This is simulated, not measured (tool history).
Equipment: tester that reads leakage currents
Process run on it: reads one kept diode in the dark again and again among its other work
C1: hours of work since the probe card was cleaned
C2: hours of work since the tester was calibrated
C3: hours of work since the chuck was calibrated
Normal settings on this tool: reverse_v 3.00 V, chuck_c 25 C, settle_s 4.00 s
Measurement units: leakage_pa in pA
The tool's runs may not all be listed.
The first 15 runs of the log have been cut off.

Run 16, hour 1877.2: usual settings but reverse_v 2.68 V, chuck_c 40 C; C1 2718; C2 155; C3 632. Result: leakage_pa 452.97 pA.
Run 17, hour 2043.6: usual settings but reverse_v 2.68 V, chuck_c 40 C; C1 2834; C2 271; C3 748. Result: leakage_pa 446.93 pA.
Run 18, hour 2161.9: usual settings but reverse_v 2.68 V, chuck_c 40 C; C1 2917; C2 354; C3 831. Result: leakage_pa 445.25 pA.
Run 19, hour 2264.2: usual settings but settle_s 3.40 s; C1 2988; C2 426; C3 902. Result: leakage_pa 140.14 pA.
Run 20, hour 2395.4: usual settings but settle_s 3.40 s; C1 3080; C2 517; C3 994. Result: leakage_pa 138.56 pA.
Run 21, hour 2559.6: usual settings but chuck_c 33 C, settle_s 6.67 s; C1 3195; C2 632; C3 1109. Result: leakage_pa 265.68 pA.
Run 22, hour 2695.0: usual settings but chuck_c 29 C; C1 3289; C2 726; C3 1203. Result: leakage_pa 190.03 pA.
Run 23, hour 2833.4: usual settings but chuck_c 29 C; C1 3386; C2 823; C3 1300. Result: leakage_pa 187.84 pA.
At hour 2865.4: probe card cleaned and baked.
At hour 2889.4: chuck's temperature calibrated.
Run 24, hour 2945.0: usual settings but chuck_c 29 C; C1 54; C2 898; C3 39. Result: leakage_pa 206.86 pA.
Run 25, hour 3097.1: usual settings but chuck_c 21 C, settle_s 0.44 s; C1 160; C2 1004; C3 145. Result: leakage_pa 104.12 pA.
Run 26, hour 3251.5: usual settings but reverse_v 2.77 V, chuck_c 50 C, settle_s 1.98 s; C1 268; C2 1112; C3 253. Result: leakage_pa 1029.88 pA.
Run 27, hour 3401.2: usual settings but reverse_v 2.77 V, chuck_c 50 C, settle_s 1.98 s; C1 373; C2 1216; C3 358. Result: leakage_pa 1024.74 pA.
Run 28, hour 3551.7: usual settings but reverse_v 7.28 V, chuck_c 39 C, settle_s 2.41 s; C1 478; C2 1321; C3 463. Result: leakage_pa 763.77 pA.
Run 29, hour 3706.5: usual settings but reverse_v 2.55 V, chuck_c 45 C, settle_s 0.30 s; C1 586; C2 1430; C3 571. Result: leakage_pa 657.43 pA.
Run 30, hour 3827.0: usual settings but reverse_v 3.54 V, chuck_c 32 C, settle_s 2.45 s; C1 670; C2 1514; C3 655. Result: leakage_pa 279.68 pA.
Run 31, hour 3919.9: usual settings but reverse_v 3.88 V, chuck_c 36 C, settle_s 2.45 s; C1 735; C2 1579; C3 720. Result: leakage_pa 406.91 pA.
Run 32, hour 4048.5: usual settings but reverse_v 3.88 V, chuck_c 36 C, settle_s 2.45 s; C1 825; C2 1668; C3 810. Result: leakage_pa 403.48 pA.
Run 33, hour 4142.9: usual settings but reverse_v 1.04 V, chuck_c 39 C, settle_s 1.18 s; C1 891; C2 1734; C3 876. Result: leakage_pa 232.78 pA.
Run 34, hour 4210.8: usual settings but reverse_v 1.68 V; C1 938; C2 1782; C3 923. Result: leakage_pa 95.84 pA.
Run 35, hour 4316.2: usual settings but reverse_v 10.91 V; C1 1012; C2 1855; C3 997. Result: leakage_pa 294.58 pA.
Run 36, hour 4423.4: usual settings but reverse_v 1.04 V, chuck_c 29 C, settle_s 0.92 s; C1 1087; C2 1930; C3 1072. Result: leakage_pa 99.79 pA.
Run 37, hour 4553.9: usual settings but reverse_v 18.59 V, chuck_c 58 C, settle_s 4.82 s; C1 1178; C2 2021; C3 1163. Result: leakage_pa 5330.03 pA.
Run 38, hour 4654.2: usual settings but reverse_v 1.09 V, chuck_c 34 C, settle_s 1.17 s; C1 1248; C2 2091; C3 1233. Result: leakage_pa 154.32 pA.
Run 39, hour 4738.4: usual settings but reverse_v 1.09 V, chuck_c 34 C, settle_s 1.17 s; C1 1307; C2 2150; C3 1292. Result: leakage_pa 153.88 pA.

4 ways to go on from here, each from the tool as it stands after run 39. What would each give?
At hour 4806.6: chuck's temperature calibrated.
Run A, hour 4860.4: usual settings but reverse_v 7.71 V; C1 1391; C2 2234; C3 38. Result: leakage_pa ?.
At hour 4806.6: chuck's temperature calibrated.
Run B, hour 4860.4: usual settings but reverse_v 1.42 V, chuck_c 53 C; C1 1391; C2 2234; C3 38. Result: leakage_pa ?.
At hour 4806.6: chuck's temperature calibrated.
Run C, hour 4860.4: usual settings but reverse_v 1.83 V, chuck_c 34 C, settle_s 1.17 s; C1 1391; C2 2234; C3 38. Result: leakage_pa ?.
At hour 4806.6: chuck's temperature calibrated.
Run D, hour 4860.4: usual settings but reverse_v 1.09 V, chuck_c 49 C, settle_s 1.17 s; C1 1391; C2 2234; C3 38. Result: leakage_pa ?.

run  leakage_pa
  A      261.14
  B      874.92
  C      233.27
  D      554.52
Without the tool's hidden state the same runs would have given:
run  leakage_pa
  A      252.81
  B      872.51
  C      231.26
  D      552.89

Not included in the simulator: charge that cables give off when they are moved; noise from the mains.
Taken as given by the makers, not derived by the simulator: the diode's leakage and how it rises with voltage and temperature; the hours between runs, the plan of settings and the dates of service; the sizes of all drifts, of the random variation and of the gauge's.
